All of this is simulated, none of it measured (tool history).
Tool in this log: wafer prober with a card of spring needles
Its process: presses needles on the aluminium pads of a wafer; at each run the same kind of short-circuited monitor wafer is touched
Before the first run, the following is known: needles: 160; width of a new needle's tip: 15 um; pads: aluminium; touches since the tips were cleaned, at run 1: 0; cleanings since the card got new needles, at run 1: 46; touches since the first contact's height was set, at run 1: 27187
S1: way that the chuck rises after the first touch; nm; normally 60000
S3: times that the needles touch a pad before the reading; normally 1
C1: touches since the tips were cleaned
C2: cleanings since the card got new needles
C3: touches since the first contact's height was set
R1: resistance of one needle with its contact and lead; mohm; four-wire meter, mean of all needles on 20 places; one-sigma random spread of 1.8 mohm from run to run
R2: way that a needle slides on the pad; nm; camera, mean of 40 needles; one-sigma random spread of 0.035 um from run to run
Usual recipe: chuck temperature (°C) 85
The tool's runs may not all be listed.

{"run": 1, "day": 0.0, "S1": 60000, "chuck temperature (°C)": 85, "S3": 1, "C1": 0, "C2": 46, "C3": 27187, "R1": 210, "R2": 15160}
{"run": 2, "day": 0.425, "S1": 60000, "chuck temperature (°C)": 85, "S3": 1, "C1": 5333, "C2": 46, "C3": 32520, "R1": 465, "R2": 15170}
{"day": 0.612, "done": "tips cleaned on abrasive film"}
{"run": 3, "day": 0.808, "S1": 60000, "chuck temperature (°C)": 85, "S3": 1, "C1": 2421, "C2": 47, "C3": 37253, "R1": 408, "R2": 15150}
{"day": 1.225, "done": "tips cleaned on abrasive film"}
{"run": 4, "day": 1.571, "S1": 60000, "chuck temperature (°C)": 85, "S3": 1, "C1": 4352, "C2": 48, "C3": 46788, "R1": 452, "R2": 15130}
{"day": 1.842, "done": "tips cleaned on abrasive film"}
{"day": 2.433, "done": "tips cleaned on abrasive film"}
{"run": 5, "day": 2.454, "S1": 60000, "chuck temperature (°C)": 85, "S3": 1, "C1": 267, "C2": 50, "C3": 57768, "R1": 230, "R2": 15160}
{"run": 6, "day": 2.896, "S1": 60000, "chuck temperature (°C)": 85, "S3": 1, "C1": 5769, "C2": 50, "C3": 63270, "R1": 479, "R2": 15140}
{"day": 3.079, "done": "tips cleaned on abrasive film"}
{"run": 7, "day": 3.65, "S1": 60000, "chuck temperature (°C)": 85, "S3": 1, "C1": 7199, "C2": 51, "C3": 72699, "R1": 493, "R2": 15100}
{"day": 3.738, "done": "tips cleaned on abrasive film"}
{"run": 8, "day": 4.017, "S1": 60000, "chuck temperature (°C)": 85, "S3": 1, "C1": 3526, "C2": 52, "C3": 77246, "R1": 432, "R2": 15090}
{"day": 4.342, "done": "tips cleaned on abrasive film"}
{"run": 9, "day": 4.604, "S1": 60000, "chuck temperature (°C)": 85, "S3": 2, "C1": 3298, "C2": 53, "C3": 84562, "R1": 334, "R2": 14990}
{"day": 4.95, "done": "tips cleaned on abrasive film"}
{"run": 10, "day": 5.133, "S1": 60000, "chuck temperature (°C)": 62, "S3": 2, "C1": 2277, "C2": 54, "C3": 91103, "R1": 301, "R2": 15010}
{"day": 5.567, "done": "tips cleaned on abrasive film"}
{"run": 11, "day": 5.583, "S1": 60000, "chuck temperature (°C)": 104, "S3": 2, "C1": 200, "C2": 55, "C3": 96704, "R1": 219, "R2": 15020}
{"day": 6.175, "done": "tips cleaned on abrasive film"}
{"run": 12, "day": 6.388, "S1": 60000, "chuck temperature (°C)": 104, "S3": 1, "C1": 2638, "C2": 56, "C3": 106722, "R1": 400, "R2": 14980}
{"day": 6.783, "done": "tips cleaned on abrasive film"}
{"run": 13, "day": 7.067, "S1": 60000, "chuck temperature (°C)": 85, "S3": 1, "C1": 3548, "C2": 57, "C3": 115198, "R1": 428, "R2": 14950}
{"day": 7.396, "done": "tips cleaned on abrasive film"}
{"run": 14, "day": 7.779, "S1": 60000, "chuck temperature (°C)": 85, "S3": 1, "C1": 4817, "C2": 58, "C3": 124085, "R1": 473, "R2": 14950}
{"day": 8.017, "done": "tips cleaned on abrasive film"}
{"run": 15, "day": 8.421, "S1": 60000, "chuck temperature (°C)": 85, "S3": 1, "C1": 5112, "C2": 59, "C3": 132096, "R1": 487, "R2": 14830}
{"day": 8.642, "done": "tips cleaned on abrasive film"}
{"day": 9.288, "done": "tips cleaned on abrasive film"}
{"run": 16, "day": 9.3, "S1": 60000, "chuck temperature (°C)": 85, "S3": 1, "C1": 172, "C2": 61, "C3": 142986, "R1": 227, "R2": 14900}
{"run": 17, "day": 9.812, "S1": 65000, "chuck temperature (°C)": 34, "S3": 1, "C1": 6585, "C2": 61, "C3": 149399, "R1": 465, "R2": 16250}
{"day": 9.917, "done": "tips cleaned on abrasive film"}
{"day": 10.546, "done": "tips cleaned on abrasive film"}
{"run": 18, "day": 10.583, "S1": 69000, "chuck temperature (°C)": 69, "S3": 2, "C1": 472, "C2": 63, "C3": 158960, "R1": 227, "R2": 17180}
{"day": 11.171, "done": "tips cleaned on abrasive film"}
{"run": 19, "day": 11.388, "S1": 69000, "chuck temperature (°C)": 69, "S3": 2, "C1": 2696, "C2": 64, "C3": 168977, "R1": 292, "R2": 17140}
{"day": 11.775, "done": "tips cleaned on abrasive film"}
{"run": 20, "day": 12.042, "S1": 45000, "chuck temperature (°C)": 39, "S3": 1, "C1": 3344, "C2": 65, "C3": 177172, "R1": 666, "R2": 10950}
{"day": 12.404, "done": "tips cleaned on abrasive film"}
{"day": 12.638, "done": "height of the first contact set anew"}
{"run": 21, "day": 12.75, "S1": 45000, "chuck temperature (°C)": 39, "S3": 1, "C1": 4197, "C2": 66, "C3": 1461, "R1": 656, "R2": 11430}
{"day": 13.017, "done": "tips cleaned on abrasive film"}
{"run": 22, "day": 13.158, "S1": 45000, "chuck temperature (°C)": 39, "S3": 1, "C1": 1795, "C2": 67, "C3": 6523, "R1": 518, "R2": 11430}
{"day": 13.604, "done": "tips cleaned on abrasive film"}
{"run": 23, "day": 13.742, "S1": 45000, "chuck temperature (°C)": 39, "S3": 1, "C1": 1723, "C2": 68, "C3": 13769, "R1": 467, "R2": 11450}
{"run": 24, "day": 14.146, "S1": 57000, "chuck temperature (°C)": 30, "S3": 1, "C1": 6761, "C2": 68, "C3": 18807, "R1": 551, "R2": 14480}
{"day": 14.217, "done": "tips cleaned on abrasive film"}
{"run": 25, "day": 14.754, "S1": 53000, "chuck temperature (°C)": 60, "S3": 1, "C1": 6746, "C2": 69, "C3": 26416, "R1": 586, "R2": 13450}
{"day": 14.838, "done": "tips cleaned on abrasive film"}
{"run": 26, "day": 15.192, "S1": 53000, "chuck temperature (°C)": 60, "S3": 1, "C1": 4463, "C2": 70, "C3": 31848, "R1": 547, "R2": 13400}
{"day": 15.433, "done": "tips cleaned on abrasive film"}
{"run": 27, "day": 15.667, "S1": 53000, "chuck temperature (°C)": 26, "S3": 1, "C1": 2895, "C2": 71, "C3": 37717, "R1": 495, "R2": 13390}
{"day": 16.054, "done": "tips cleaned on abrasive film"}
{"run": 28, "day": 16.192, "S1": 53000, "chuck temperature (°C)": 26, "S3": 1, "C1": 1708, "C2": 72, "C3": 44262, "R1": 413, "R2": 13370}
{"day": 16.646, "done": "tips cleaned on abrasive film"}
{"run": 29, "day": 16.646, "S1": 70000, "chuck temperature (°C)": 44, "S3": 1, "C1": 49, "C2": 73, "C3": 49932, "R1": 209, "R2": 17730}
{"day": 17.267, "done": "tips cleaned on abrasive film"}
{"run": 30, "day": 17.521, "S1": 70000, "chuck temperature (°C)": 44, "S3": 1, "C1": 3172, "C2": 74, "C3": 60808, "R1": 380, "R2": 17660}
{"day": 17.879, "done": "tips cleaned on abrasive film"}
{"run": 31, "day": 18.325, "S1": 63000, "chuck temperature (°C)": 84, "S3": 1, "C1": 5575, "C2": 75, "C3": 70842, "R1": 469, "R2": 15880}
{"day": 18.475, "done": "tips cleaned on abrasive film"}
{"run": 32, "day": 18.992, "S1": 60000, "chuck temperature (°C)": 101, "S3": 1, "C1": 6472, "C2": 76, "C3": 79171, "R1": 502, "R2": 15080}

Alternative continuations, all from the tool just after run 32; predict every row:
{"day": 19.075, "done": "tips cleaned on abrasive film"}
{"day": 19.688, "done": "tips cleaned on abrasive film"}
{"run": "A", "day": 19.8, "S1": 60000, "chuck temperature (°C)": 91, "S3": 1, "C1": 1450, "C2": 78, "C3": 89212, "R1": "?", "R2": "?"}
{"day": 19.075, "done": "tips cleaned on abrasive film"}
{"day": 19.688, "done": "tips cleaned on abrasive film"}
{"run": "B", "day": 19.8, "S1": 50000, "chuck temperature (°C)": 26, "S3": 1, "C1": 1450, "C2": 78, "C3": 89212, "R1": "?", "R2": "?"}
{"day": 19.075, "done": "tips cleaned on abrasive film"}
{"day": 19.688, "done": "tips cleaned on abrasive film"}
{"run": "C", "day": 19.8, "S1": 45000, "chuck temperature (°C)": 85, "S3": 2, "C1": 1450, "C2": 78, "C3": 89212, "R1": "?", "R2": "?"}
{"day": 19.075, "done": "tips cleaned on abrasive film"}
{"day": 19.688, "done": "tips cleaned on abrasive film"}
{"run": "D", "day": 19.8, "S1": 71000, "chuck temperature (°C)": 101, "S3": 3, "C1": 1450, "C2": 78, "C3": 89212, "R1": "?", "R2": "?"}

run=A R1=345 R2=15050
run=B R1=417 R2=12520
run=C R1=356 R2=11220
run=D R1=233 R2=17910
Had the tool no hidden state, the same runs would have come out as:
run=A R1=193 R2=15280
run=B R1=181 R2=12740
run=C R1=197 R2=11450
run=D R1=191 R2=18130

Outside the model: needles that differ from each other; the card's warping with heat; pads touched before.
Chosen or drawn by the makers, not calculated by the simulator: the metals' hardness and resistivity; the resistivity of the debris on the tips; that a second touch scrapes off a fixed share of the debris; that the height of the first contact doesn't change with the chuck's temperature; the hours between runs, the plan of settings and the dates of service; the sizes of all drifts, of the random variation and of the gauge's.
